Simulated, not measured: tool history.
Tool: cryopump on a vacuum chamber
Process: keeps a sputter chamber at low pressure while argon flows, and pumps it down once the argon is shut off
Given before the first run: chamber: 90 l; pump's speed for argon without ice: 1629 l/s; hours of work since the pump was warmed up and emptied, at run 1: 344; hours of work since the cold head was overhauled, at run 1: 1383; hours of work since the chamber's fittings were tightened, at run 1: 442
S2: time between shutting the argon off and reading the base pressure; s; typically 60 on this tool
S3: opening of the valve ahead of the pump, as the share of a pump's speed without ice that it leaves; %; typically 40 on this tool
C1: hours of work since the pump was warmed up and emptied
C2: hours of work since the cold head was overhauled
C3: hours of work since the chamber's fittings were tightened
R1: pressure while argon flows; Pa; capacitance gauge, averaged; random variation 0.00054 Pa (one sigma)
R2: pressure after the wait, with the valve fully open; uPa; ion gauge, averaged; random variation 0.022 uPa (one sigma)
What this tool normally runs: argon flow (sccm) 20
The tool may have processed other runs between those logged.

Run 1, hour 0.0: usual settings; C1 344; C2 1383; C3 442. Result: R1 0.0584 Pa, R2 1.12 uPa.
Run 2, hour 61.5: usual settings; C1 385; C2 1423; C3 482. Result: R1 0.0600 Pa, R2 1.19 uPa.
Run 3, hour 116.6: usual settings; C1 421; C2 1459; C3 518. Result: R1 0.0615 Pa, R2 1.32 uPa.
Run 4, hour 170.8: usual settings but S2 37 s; C1 456; C2 1494; C3 554. Result: R1 0.0638 Pa, R2 1.58 uPa.
Run 5, hour 207.6: usual settings but S3 38 %; C1 480; C2 1519; C3 578. Result: R1 0.0647 Pa, R2 1.47 uPa.
At hour 245.8: pump warmed up, emptied and cooled again.
Run 6, hour 252.3: usual settings but S3 38 %; C1 4; C2 1544; C3 604. Result: R1 0.0554 Pa, R2 1.14 uPa.
Run 7, hour 291.2: usual settings; C1 30; C2 1570; C3 629. Result: R1 0.0523 Pa, R2 1.11 uPa.
Run 8, hour 335.4: usual settings; C1 59; C2 1599; C3 658. Result: R1 0.0536 Pa, R2 1.16 uPa.
Run 9, hour 380.8: usual settings; C1 88; C2 1629; C3 688. Result: R1 0.0530 Pa, R2 1.22 uPa.
Run 10, hour 430.0: usual settings; C1 120; C2 1661; C3 720. Result: R1 0.0539 Pa, R2 1.26 uPa.
Run 11, hour 512.6: usual settings but S2 159 s; C1 175; C2 1715; C3 774. Result: R1 0.0560 Pa, R2 1.11 uPa.
Run 12, hour 594.9: usual settings but S2 159 s; C1 228; C2 1769; C3 828. Result: R1 0.0557 Pa, R2 1.27 uPa.
Run 13, hour 673.9: usual settings but S2 159 s; C1 280; C2 1820; C3 880. Result: R1 0.0575 Pa, R2 1.37 uPa.
Run 14, hour 719.2: usual settings but S3 32 %; C1 310; C2 1850; C3 909. Result: R1 0.0708 Pa, R2 1.56 uPa.
Run 15, hour 767.6: usual settings but S3 32 %; C1 341; C2 1882; C3 941. Result: R1 0.0718 Pa, R2 1.78 uPa.
Run 16, hour 849.8: usual settings but S3 32 %; C1 395; C2 1935; C3 995. Result: R1 0.0732 Pa, R2 1.91 uPa.
Run 17, hour 899.5: usual settings but S3 32 %; C1 428; C2 1968; C3 1027. Result: R1 0.0742 Pa, R2 2.01 uPa.
Run 18, hour 953.5: usual settings but S3 32 %; C1 463; C2 2003; C3 1062. Result: R1 0.0763 Pa, R2 2.04 uPa.
At hour 1018.7: pump warmed up, emptied and cooled again.
Run 19, hour 1021.1: usual settings but argon flow (sccm) 34, S2 172 s, S3 44 %; C1 2; C2 2044; C3 1103. Result: R1 0.0821 Pa, R2 1.30 uPa.
Run 20, hour 1091.9: usual settings but argon flow (sccm) 9, S2 140 s, S3 46 %; C1 48; C2 2090; C3 1150. Result: R1 0.0206 Pa, R2 1.43 uPa.
Run 21, hour 1142.6: usual settings but argon flow (sccm) 9, S2 140 s, S3 46 %; C1 81; C2 2123; C3 1183. Result: R1 0.0207 Pa, R2 1.54 uPa.
Run 22, hour 1205.5: usual settings but S2 120 s, S3 16 %; C1 122; C2 2165; C3 1224. Result: R1 0.1323 Pa, R2 1.58 uPa.
Run 23, hour 1243.4: usual settings but S2 120 s, S3 16 %; C1 147; C2 2189; C3 1249. Result: R1 0.1319 Pa, R2 1.69 uPa.
Run 24, hour 1290.7: usual settings but argon flow (sccm) 10, S3 18 %; C1 178; C2 2220; C3 1280. Result: R1 0.0589 Pa, R2 1.89 uPa.
Run 25, hour 1339.8: usual settings but argon flow (sccm) 10, S3 18 %; C1 210; C2 2252; C3 1312. Result: R1 0.0599 Pa, R2 2.00 uPa.
Run 26, hour 1409.6: usual settings but argon flow (sccm) 10, S3 18 %; C1 256; C2 2298; C3 1358. Result: R1 0.0608 Pa, R2 2.13 uPa.
Run 27, hour 1467.4: usual settings but argon flow (sccm) 10, S3 18 %; C1 293; C2 2336; C3 1395. Result: R1 0.0617 Pa, R2 2.25 uPa.
Run 28, hour 1551.9: usual settings but argon flow (sccm) 10, S3 39 %; C1 349; C2 2391; C3 1451. Result: R1 0.0312 Pa, R2 2.37 uPa.
Run 29, hour 1593.7: usual settings but argon flow (sccm) 8, S2 47 s, S3 44 %; C1 376; C2 2419; C3 1478. Result: R1 0.0229 Pa, R2 2.52 uPa.
Run 30, hour 1647.6: usual settings but argon flow (sccm) 9, S3 18 %; C1 411; C2 2454; C3 1513. Result: R1 0.0571 Pa, R2 2.50 uPa.
Run 31, hour 1699.6: usual settings but argon flow (sccm) 9, S3 16 %; C1 445; C2 2488; C3 1547. Result: R1 0.0617 Pa, R2 2.68 uPa.
At hour 1789.8: pump warmed up, emptied and cooled again.
Run 32, hour 1789.8: usual settings but S3 52 %; C1 0; C2 2544; C3 1603. Result: R1 0.0397 Pa, R2 2.02 uPa.
Run 33, hour 1867.9: usual settings but argon flow (sccm) 18, S2 86 s, S3 52 %; C1 51; C2 2595; C3 1654. Result: R1 0.0371 Pa, R2 2.02 uPa.

Entry by entry between the runs, the difference in hidden state between the last listed run before and the first listed run after:
In the gap between runs 5 and 6: pump warmed up, emptied and cooled again (hour 245.8)
  pump's speed, % of a pump's without ice: 65.3 -> 99.3; leak into the chamber, uPa l/s: 1134 -> 1172
  measured less the result without the state, R1: +0.0113 -> +0.0004 Pa; R2: +0.93 -> +0.56 uPa
In the gap between runs 18 and 19: pump warmed up, emptied and cooled again (hour 1018.7)
  pump's speed, % of a pump's without ice: 66.9 -> 99; cold plate's temperature, K: 12.68 -> 12.69; leak into the chamber, uPa l/s: 1858 -> 1919
  measured less the result without the state, R1: +0.0108 -> +0.0009 Pa; R2: +1.52 -> +0.99 uPa
In the gap between runs 31 and 32: pump warmed up, emptied and cooled again (hour 1789.8)
  pump's speed, % of a pump's without ice: 68.4 -> 99.6; cold plate's temperature, K: 12.83 -> 12.85; leak into the chamber, uPa l/s: 2563 -> 2649
  measured less the result without the state, R1: +0.0045 -> +0.0005 Pa; R2: +2.14 -> +1.49 uPa
